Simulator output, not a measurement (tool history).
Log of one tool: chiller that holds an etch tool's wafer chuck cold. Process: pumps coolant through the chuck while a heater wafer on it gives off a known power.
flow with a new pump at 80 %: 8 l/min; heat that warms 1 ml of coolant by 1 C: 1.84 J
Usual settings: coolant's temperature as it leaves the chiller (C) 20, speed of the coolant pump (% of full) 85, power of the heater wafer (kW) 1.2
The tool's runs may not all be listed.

| run | hour | coolant's temperature as it leaves the chiller (C) | speed of the coolant pump (% of full) | power of the heater wafer (kW) | chuck's temperature once it has settled (K) | how much warmer the coolant comes back (C) |
|---|---|---|---|---|---|---|
| 1 | 0 | 20 | 85 | 1.2 | 302.85 | 4.85 |
| 2 | 70 | 20 | 85 | 1.2 | 302.75 | 4.8 |
| 3 | 187.8 | 20 | 85 | 1.2 | 302.85 | 4.76 |
| 4 | 280.9 | 20 | 85 | 1.2 | 302.85 | 4.79 |
| 5 | 393.7 | 20 | 85 | 1.2 | 302.95 | 4.77 |
| 6 | 493.1 | 20 | 85 | 1.2 | 302.95 | 4.76 |
| 7 | 573.3 | 20 | 85 | 1.036 | 301.75 | 4.14 |
| 8 | 651.8 | 20 | 85 | 1.036 | 301.45 | 4.16 |
| 9 | 750.2 | 20 | 85 | 1.036 | 301.55 | 4.15 |
| 10 | 838.3 | 20 | 85 | 1.2 | 302.85 | 4.82 |
|  | 959.8 | coolant changed, channels flushed |
| 11 | 959.8 | 20 | 85 | 1.2 | 301.75 | 4.87 |
| 12 | 1082.6 | 20 | 85 | 1.2 | 301.75 | 4.91 |
| 13 | 1181.5 | 14 | 85 | 1.2 | 295.75 | 4.88 |
| 14 | 1249.1 | 14 | 85 | 1.2 | 295.85 | 4.84 |
| 15 | 1338.5 | 14 | 85 | 1.2 | 295.65 | 4.82 |
| 16 | 1441.6 | 20 | 71 | 1.2 | 303.25 | 5.9 |
| 17 | 1550.7 | 20 | 71 | 1.453 | 305.65 | 7.2 |
| 18 | 1618.2 | 20 | 78 | 0.953 | 300.55 | 4.27 |
| 19 | 1734.6 | 20 | 78 | 0.953 | 300.65 | 4.25 |
| 20 | 1806.5 | 18 | 79 | 1.2 | 300.35 | 5.31 |
| 21 | 1891 | 18 | 85 | 1.452 | 301.85 | 5.91 |
| 22 | 2016.2 | 18 | 61 | 1.452 | 304.95 | 8.56 |
| 23 | 2087.2 | 25 | 62 | 1.709 | 314.45 | 9.92 |
| 24 | 2212 | 14 | 99 | 1.486 | 296.75 | 5.15 |
| 25 | 2315.5 | 14 | 99 | 1.486 | 296.85 | 5.19 |
| 26 | 2429.8 | 12 | 83 | 1.746 | 298.25 | 7.41 |
| 27 | 2506.7 | 12 | 83 | 1.746 | 298.35 | 7.43 |
| 28 | 2638.4 | 16 | 83 | 1.746 | 302.45 | 7.43 |
|  | 2705.8 | chiller's thermometer calibrated |
| 29 | 2757.4 | 20 | 85 | 0.89 | 299.75 | 3.67 |
| 30 | 2829.1 | 12 | 71 | 1.021 | 294.45 | 5.16 |
| 31 | 2957.3 | 16 | 63 | 0.713 | 296.25 | 4.08 |

Hidden state or all else? Some run-to-run changes of chuck's temperature once it has settled (K), split into what the settings, what came in and random variation would give without the hidden state, and what is left for the hidden state (with any gauge scatter that isn't in both results):
The hidden state here: heat passed by the chuck's channels, % of clean ones'; flow at a given pump speed, % of a new pump's; coolant's true temperature over the reading, C; drift of the gauge itself on chuck_c, C; drift of the gauge itself on warmer_back_c, C.
Run 10 -> 11: coolant changed, channels flushed. chuck's temperature once it has settled (K) -1.1: hidden state -1.1, all else +0.
Run 15 -> 16: coolant's temperature as it leaves the chiller (C) 14 -> 20, speed of the coolant pump (% of full) 85 -> 71. chuck's temperature once it has settled (K) +7.6: hidden state +0.1, all else +7.5.
Run 17 -> 18: speed of the coolant pump (% of full) 71 -> 78, power of the heater wafer (kW) 1.453 -> 0.953. chuck's temperature once it has settled (K) -5.1: hidden state -0.3, all else -4.8.
Run 22 -> 23: coolant's temperature as it leaves the chiller (C) 18 -> 25, speed of the coolant pump (% of full) 61 -> 62, power of the heater wafer (kW) 1.452 -> 1.709. chuck's temperature once it has settled (K) +9.5: hidden state +0.2, all else +9.3.
Run 23 -> 24: coolant's temperature as it leaves the chiller (C) 25 -> 14, speed of the coolant pump (% of full) 62 -> 99, power of the heater wafer (kW) 1.709 -> 1.486. chuck's temperature once it has settled (K) -17.7: hidden state -0.4, all else -17.3.

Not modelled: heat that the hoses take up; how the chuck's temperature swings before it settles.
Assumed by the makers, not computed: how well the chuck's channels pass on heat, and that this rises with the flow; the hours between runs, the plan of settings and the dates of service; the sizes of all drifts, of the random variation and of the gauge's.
